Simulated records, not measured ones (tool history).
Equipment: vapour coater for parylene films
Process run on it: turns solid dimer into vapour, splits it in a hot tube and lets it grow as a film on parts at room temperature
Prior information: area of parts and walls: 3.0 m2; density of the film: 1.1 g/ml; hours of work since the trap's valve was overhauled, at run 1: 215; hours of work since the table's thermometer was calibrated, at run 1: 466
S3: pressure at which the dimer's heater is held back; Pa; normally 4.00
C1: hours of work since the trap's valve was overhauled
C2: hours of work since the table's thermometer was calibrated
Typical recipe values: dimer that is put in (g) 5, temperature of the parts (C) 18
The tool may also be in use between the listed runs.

Run 1, hour 0.0: usual settings; C1 215; C2 466. Result: thickness of the film (nm) 910.
Run 2, hour 9.8: usual settings; C1 223; C2 474. Result: thickness of the film (nm) 910.
Run 3, hour 24.6: usual settings; C1 235; C2 486. Result: thickness of the film (nm) 900.
Run 4, hour 32.0: usual settings but dimer that is put in (g) 2; C1 241; C2 493. Result: thickness of the film (nm) 340.
Run 5, hour 45.2: usual settings but dimer that is put in (g) 2; C1 252; C2 504. Result: thickness of the film (nm) 340.
Run 6, hour 57.7: usual settings but dimer that is put in (g) 2, temperature of the parts (C) 25; C1 263; C2 514. Result: thickness of the film (nm) 280.
Run 7, hour 67.8: usual settings but dimer that is put in (g) 2, temperature of the parts (C) 25; C1 271; C2 522. Result: thickness of the film (nm) 280.
Run 8, hour 82.3: usual settings but temperature of the parts (C) 16; C1 283; C2 535. Result: thickness of the film (nm) 950.
Run 9, hour 96.2: usual settings but dimer that is put in (g) 4, temperature of the parts (C) 16; C1 295; C2 546. Result: thickness of the film (nm) 780.
Run 10, hour 103.4: usual settings but dimer that is put in (g) 4, temperature of the parts (C) 16; C1 301; C2 552. Result: thickness of the film (nm) 790.
Run 11, hour 113.2: usual settings but dimer that is put in (g) 4; C1 309; C2 560. Result: thickness of the film (nm) 710.
Run 12, hour 129.5: usual settings but dimer that is put in (g) 9, temperature of the parts (C) 28; C1 323; C2 574. Result: thickness of the film (nm) 1050.
Run 13, hour 138.2: usual settings but dimer that is put in (g) 9, temperature of the parts (C) 28; C1 330; C2 581. Result: thickness of the film (nm) 1020.
Run 14, hour 155.4: usual settings but dimer that is put in (g) 4, temperature of the parts (C) 28, S3 2.40 Pa; C1 344; C2 596. Result: thickness of the film (nm) 490.
Run 15, hour 166.8: usual settings but dimer that is put in (g) 4, temperature of the parts (C) 29, S3 2.40 Pa; C1 354; C2 605. Result: thickness of the film (nm) 480.
Run 16, hour 179.7: usual settings but dimer that is put in (g) 4, S3 6.78 Pa; C1 365; C2 616. Result: thickness of the film (nm) 640.
Run 17, hour 196.5: usual settings but dimer that is put in (g) 4, S3 6.78 Pa; C1 379; C2 630. Result: thickness of the film (nm) 630.
Run 18, hour 209.6: usual settings but dimer that is put in (g) 4, temperature of the parts (C) 19, S3 8.18 Pa; C1 390; C2 641. Result: thickness of the film (nm) 590.
Run 19, hour 221.2: usual settings but dimer that is put in (g) 4, temperature of the parts (C) 19, S3 8.18 Pa; C1 399; C2 650. Result: thickness of the film (nm) 570.
Run 20, hour 233.1: usual settings but dimer that is put in (g) 4, temperature of the parts (C) 11, S3 9.60 Pa; C1 409; C2 660. Result: thickness of the film (nm) 790.
Run 21, hour 247.1: usual settings but dimer that is put in (g) 4, temperature of the parts (C) 10, S3 3.87 Pa; C1 421; C2 672. Result: thickness of the film (nm) 960.
Run 22, hour 258.3: usual settings but dimer that is put in (g) 4, S3 8.35 Pa; C1 430; C2 681. Result: thickness of the film (nm) 610.

Each row is a separate what-if for the run after 22, all from the same tool condition, not one after another. Results?
Run A, hour 266.5: usual settings but dimer that is put in (g) 6, temperature of the parts (C) 10, S3 2.43 Pa; C1 437; C2 688. Result: thickness of the film (nm) ?.
Run B, hour 266.5: usual settings but dimer that is put in (g) 3, temperature of the parts (C) 15, S3 5.63 Pa; C1 437; C2 688. Result: thickness of the film (nm) ?.
Run C, hour 266.5: usual settings but dimer that is put in (g) 4, S3 9.35 Pa; C1 437; C2 688. Result: thickness of the film (nm) ?.
Run D, hour 266.5: usual settings but temperature of the parts (C) 15; C1 437; C2 688. Result: thickness of the film (nm) ?.
Run E, hour 266.5: usual settings but dimer that is put in (g) 3, temperature of the parts (C) 16, S3 8.35 Pa; C1 437; C2 688. Result: thickness of the film (nm) ?.

run  thickness of the film (nm)
  A                        1580
  B                         540
  C                         600
  D                         980
  E                         490
With the hidden condition removed and each run's random variation left untouched, the same runs would have given:
run  thickness of the film (nm)
  A                        1770
  B                         600
  C                         670
  D                        1100
  E                         550

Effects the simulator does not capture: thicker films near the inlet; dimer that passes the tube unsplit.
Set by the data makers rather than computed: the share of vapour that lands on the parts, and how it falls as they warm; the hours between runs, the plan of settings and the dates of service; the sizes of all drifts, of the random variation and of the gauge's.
